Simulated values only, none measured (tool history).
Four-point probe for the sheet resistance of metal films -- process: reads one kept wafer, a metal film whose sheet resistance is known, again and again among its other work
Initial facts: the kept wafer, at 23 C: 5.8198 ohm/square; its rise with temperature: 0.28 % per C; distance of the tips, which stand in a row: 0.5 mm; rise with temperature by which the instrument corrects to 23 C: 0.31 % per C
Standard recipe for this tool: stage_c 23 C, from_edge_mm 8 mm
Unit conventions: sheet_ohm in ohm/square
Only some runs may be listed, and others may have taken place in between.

run    hour  stage_c  from_edge_mm  sheet_ohm
  1       0       23             8   5.792809
  2    18.3       23             8   5.793969
  3    41.6       23             8   5.795228
  4    78.7       23             8   5.791136
  5   104.3       23             8   5.791342
  6   137.5       23             5   5.808525
  7     162       23             5   5.811757
  8   192.3       23             8   5.790755
  9   213.6       23             8   5.789665
 10   243.8       23             8   5.788819
 11   268.7       23             8   5.789862
 12   302.8       23             8   5.786576
 13   327.6       25             8   5.785357
 14   350.4       29             8   5.777762
 15   368.1       29             8   5.776936
 16   398.1       29            28   5.766011
 17   428.9       29            28   5.765734
 18   464.4       29            28    5.76592
 19     495       29            28   5.765251
 20   520.3       29            28    5.76468
 21   545.3       29            28   5.763168
 22     569       29            28   5.762505
 23   595.6       32            21   5.759093
 24   617.1       29            21   5.762896
 25   634.2       27             7   5.780569
 26   662.9       27             7   5.779671
 27     693       21             4   5.822063
 28   708.5       32            12   5.760361
 29   728.2       32            12    5.75913
 30   757.2       33            68    5.75204
 31   789.5       27             8   5.774056
 32   822.7       21            16   5.772791
 33     860       21            16   5.773532
 34     888       20            30   5.771232
 35   911.9       28             8   5.769399
 36   941.9       28             8   5.770184
 37   980.4       25             8   5.772689
 38  1016.9       22            41   5.765564
 39  1038.8       20             8   5.780316
 40  1073.3       23            46   5.764052
 41    1089       23            46   5.763011
 42  1105.4       23            46    5.76397
 43  1133.9       22            43    5.76417
 44  1155.5       27            20   5.754454

Some steps in sheet_ohm, run to run, broken into two amounts with sign: the step expected even without the hidden condition (settings, incoming material, random variation), and the rest, left for the hidden condition together with whatever gauge scatter is not in both the measured and the hidden-condition-free result:
Unlogged tool condition in this case: inner tips' distance over the nominal, %; tips' flats over new ones', %; wafer's true temperature over the reading, C; drift of the gauge itself on sheet_ohm, %.
Run 26 -> 27: stage_c 27 -> 21, from_edge_mm 7 -> 4. sheet_ohm +0.042392 ohm/square: hidden state -0.000705, all else +0.043097.
Run 27 -> 28: stage_c 21 -> 32, from_edge_mm 4 -> 12. sheet_ohm -0.061702 ohm/square: hidden state +0.000039, all else -0.061741.
Run 30 -> 31: stage_c 33 -> 27, from_edge_mm 68 -> 8. sheet_ohm +0.022016 ohm/square: hidden state -0.000607, all else +0.022623.
Run 32 -> 33: nothing adjusted, nothing logged. sheet_ohm +0.000741 ohm/square: hidden state -0.000647, all else +0.001388.
Run 36 -> 37: stage_c 28 -> 25. sheet_ohm +0.002505 ohm/square: hidden state -0.000644, all else +0.003149.
